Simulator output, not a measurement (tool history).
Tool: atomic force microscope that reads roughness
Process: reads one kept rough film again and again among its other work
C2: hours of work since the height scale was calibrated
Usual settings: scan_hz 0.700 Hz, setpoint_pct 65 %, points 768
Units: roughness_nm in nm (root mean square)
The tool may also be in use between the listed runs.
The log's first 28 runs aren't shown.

{"run": 29, "hour": 1302.3, "scan_hz": 3.214, "setpoint_pct": 65, "points": 316, "pictures with this tip": 89, "C2": 1445, "roughness_nm": 1.714}
{"hour": 1308.1, "done": "new tip fitted"}
{"hour": 1358.8, "done": "new tip fitted"}
{"run": 30, "hour": 1364.3, "scan_hz": 1.957, "setpoint_pct": 81, "points": 478, "pictures with this tip": 10, "C2": 1494, "roughness_nm": 2.015}
{"hour": 1411.0, "done": "new tip fitted"}
{"run": 31, "hour": 1429.8, "scan_hz": 0.806, "setpoint_pct": 65, "points": 768, "pictures with this tip": 36, "C2": 1546, "roughness_nm": 2.072}
{"hour": 1462.9, "done": "new tip fitted"}
{"run": 32, "hour": 1496.7, "scan_hz": 2.255, "setpoint_pct": 62, "points": 768, "pictures with this tip": 66, "C2": 1599, "roughness_nm": 1.893}
{"hour": 1516.9, "done": "new tip fitted"}
{"run": 33, "hour": 1526.5, "scan_hz": 0.7, "setpoint_pct": 65, "points": 445, "pictures with this tip": 18, "C2": 1622, "roughness_nm": 2.128}
{"run": 34, "hour": 1562.7, "scan_hz": 0.7, "setpoint_pct": 61, "points": 445, "pictures with this tip": 89, "C2": 1651, "roughness_nm": 1.837}
{"hour": 1570.8, "done": "new tip fitted"}
{"run": 35, "hour": 1618.1, "scan_hz": 0.7, "setpoint_pct": 61, "points": 445, "pictures with this tip": 92, "C2": 1695, "roughness_nm": 1.867}
{"hour": 1623.3, "done": "new tip fitted"}
{"hour": 1676.1, "done": "new tip fitted"}
{"run": 36, "hour": 1686.8, "scan_hz": 0.7, "setpoint_pct": 61, "points": 445, "pictures with this tip": 21, "C2": 1749, "roughness_nm": 2.155}
{"hour": 1731.9, "done": "new tip fitted"}
{"run": 37, "hour": 1737.5, "scan_hz": 1.019, "setpoint_pct": 89, "points": 260, "pictures with this tip": 11, "C2": 1789, "roughness_nm": 1.98}
{"hour": 1784.4, "done": "new tip fitted"}
{"run": 38, "hour": 1797.2, "scan_hz": 1.019, "setpoint_pct": 89, "points": 260, "pictures with this tip": 25, "C2": 1836, "roughness_nm": 1.927}
{"hour": 1839.4, "done": "new tip fitted"}
{"run": 39, "hour": 1841.6, "scan_hz": 1.019, "setpoint_pct": 89, "points": 260, "pictures with this tip": 5, "C2": 1872, "roughness_nm": 2.017}
{"hour": 1891.2, "done": "new tip fitted"}
{"run": 40, "hour": 1893.5, "scan_hz": 1.308, "setpoint_pct": 69, "points": 620, "pictures with this tip": 4, "C2": 1913, "roughness_nm": 2.161}
{"hour": 1944.8, "done": "new tip fitted"}
{"run": 41, "hour": 1945.4, "scan_hz": 1.308, "setpoint_pct": 62, "points": 620, "pictures with this tip": 1, "C2": 1954, "roughness_nm": 2.188}
{"hour": 1998.0, "done": "new tip fitted"}
{"run": 42, "hour": 2008.3, "scan_hz": 1.308, "setpoint_pct": 62, "points": 620, "pictures with this tip": 19, "C2": 2004, "roughness_nm": 2.125}
{"hour": 2050.9, "done": "new tip fitted"}
{"run": 43, "hour": 2053.5, "scan_hz": 1.308, "setpoint_pct": 62, "points": 620, "pictures with this tip": 5, "C2": 2039, "roughness_nm": 2.162}
{"hour": 2103.1, "done": "new tip fitted"}
{"run": 44, "hour": 2106.0, "scan_hz": 3.755, "setpoint_pct": 65, "points": 768, "pictures with this tip": 6, "C2": 2081, "roughness_nm": 2.058}
{"run": 45, "hour": 2153.1, "scan_hz": 3.755, "setpoint_pct": 73, "points": 258, "pictures with this tip": 97, "C2": 2119, "roughness_nm": 1.591}
{"hour": 2159.7, "done": "new tip fitted"}
{"run": 46, "hour": 2203.2, "scan_hz": 3.309, "setpoint_pct": 65, "points": 664, "pictures with this tip": 84, "C2": 2158, "roughness_nm": 1.791}
{"hour": 2212.3, "done": "new tip fitted"}
{"run": 47, "hour": 2249.9, "scan_hz": 0.776, "setpoint_pct": 65, "points": 616, "pictures with this tip": 73, "C2": 2195, "roughness_nm": 1.919}

Forecast each of these 4 alternatives for the next run:
{"hour": 2263.3, "done": "new tip fitted"}
{"hour": 2279.2, "done": "height scale calibrated on a step standard"}
{"run": "A", "hour": 2283.8, "scan_hz": 0.7, "setpoint_pct": 80, "points": 696, "pictures with this tip": 37, "C2": 4, "roughness_nm": "?"}
{"hour": 2263.3, "done": "new tip fitted"}
{"hour": 2279.2, "done": "height scale calibrated on a step standard"}
{"run": "B", "hour": 2283.8, "scan_hz": 0.7, "setpoint_pct": 58, "points": 768, "pictures with this tip": 37, "C2": 4, "roughness_nm": "?"}
{"hour": 2263.3, "done": "new tip fitted"}
{"hour": 2279.2, "done": "height scale calibrated on a step standard"}
{"run": "C", "hour": 2283.8, "scan_hz": 0.778, "setpoint_pct": 67, "points": 616, "pictures with this tip": 37, "C2": 4, "roughness_nm": "?"}
{"hour": 2263.3, "done": "new tip fitted"}
{"hour": 2279.2, "done": "height scale calibrated on a step standard"}
{"run": "D", "hour": 2283.8, "scan_hz": 0.818, "setpoint_pct": 69, "points": 981, "pictures with this tip": 37, "C2": 4, "roughness_nm": "?"}

run=A roughness_nm=2.087
run=B roughness_nm=2.133
run=C roughness_nm=2.108
run=D roughness_nm=2.112
Without the tool's hidden state the same runs would have given:
run=A roughness_nm=2.271
run=B roughness_nm=2.322
run=C roughness_nm=2.295
run=D roughness_nm=2.299

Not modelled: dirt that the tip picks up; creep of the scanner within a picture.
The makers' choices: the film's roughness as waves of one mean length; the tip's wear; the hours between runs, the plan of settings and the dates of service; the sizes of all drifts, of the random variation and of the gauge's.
